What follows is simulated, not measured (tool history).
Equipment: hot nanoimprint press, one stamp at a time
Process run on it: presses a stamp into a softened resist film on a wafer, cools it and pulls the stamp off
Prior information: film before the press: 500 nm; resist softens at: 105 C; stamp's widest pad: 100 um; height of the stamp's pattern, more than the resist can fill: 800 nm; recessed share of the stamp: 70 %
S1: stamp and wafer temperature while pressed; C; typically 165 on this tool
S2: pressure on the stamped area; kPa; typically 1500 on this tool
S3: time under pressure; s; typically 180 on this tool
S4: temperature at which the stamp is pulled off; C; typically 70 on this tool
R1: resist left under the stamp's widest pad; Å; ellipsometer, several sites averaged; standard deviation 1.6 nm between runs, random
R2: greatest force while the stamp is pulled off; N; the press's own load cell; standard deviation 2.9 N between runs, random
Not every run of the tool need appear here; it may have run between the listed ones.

run,hour,S1,S2,S3,S4,R1,R2
1,0.0,165,1500,180,70,2584,152
2,17.1,165,1500,180,70,2570,162
3,48.6,165,1500,180,70,2561,162
4,76.6,165,1500,180,70,2549,171
5,110.2,165,1500,180,70,2568,182
6,125.3,165,1500,180,70,2561,175
7,148.2,165,1500,180,70,2594,185
8,173.9,165,1500,180,70,2582,191
# hour 201.1: stamp cleaned and given a new release coat
9,201.7,165,1500,180,70,2591,135
10,230.6,165,1500,180,60,2578,154
# hour 243.8: plate thermocouple calibrated
11,248.9,165,1500,180,70,2510,143
12,272.0,165,1500,180,58,2495,161
13,292.6,165,1500,180,58,2499,168
14,320.8,165,1500,180,58,2509,161
15,342.2,165,1500,180,70,2499,161
16,361.1,165,1300,163,68,2758,166
17,392.2,165,1300,163,68,2777,176
18,415.5,165,1300,163,68,2774,176
19,444.1,168,1280,180,70,2296,175
20,478.5,168,1280,180,70,2289,176
21,505.7,165,1500,130,68,2849,194
22,524.6,165,1500,130,68,2863,193
# hour 534.6: stamp cleaned and given a new release coat
23,555.7,166,1640,239,69,2096,135
24,588.7,174,1000,348,69,1427,153
25,604.2,174,1000,348,74,1419,144
26,630.1,169,1500,128,73,2316,149
27,653.9,169,1500,128,73,2342,152
28,677.9,158,1500,151,73,3742,165
29,709.3,158,1500,141,56,3820,177
30,737.1,165,1020,180,67,3018,184

The logged runs with the hidden state left out (each run's random variation unchanged):
The hidden state here: true temperature over the reading, C; pressure that arrives at the usual setting, %; grip of the stamp's worn release coat, % over a new coat's; drift of the gauge itself on residual_nm, %; drift of the gauge itself on pull_off_n, %.
run,R1,R2
1,2516,131
2,2500,137
3,2487,133
4,2470,136
5,2483,140
6,2475,133
7,2503,137
8,2488,139
9,2493,134
10,2476,148
11,2485,135
12,2467,148
13,2468,152
14,2474,140
15,2460,137
16,2718,139
17,2732,142
18,2725,139
19,2248,135
20,2237,131
21,2781,140
22,2791,138
23,2028,131
24,1387,144
25,1378,132
26,2238,133
27,2260,132
28,3652,140
29,3727,145
30,2927,147

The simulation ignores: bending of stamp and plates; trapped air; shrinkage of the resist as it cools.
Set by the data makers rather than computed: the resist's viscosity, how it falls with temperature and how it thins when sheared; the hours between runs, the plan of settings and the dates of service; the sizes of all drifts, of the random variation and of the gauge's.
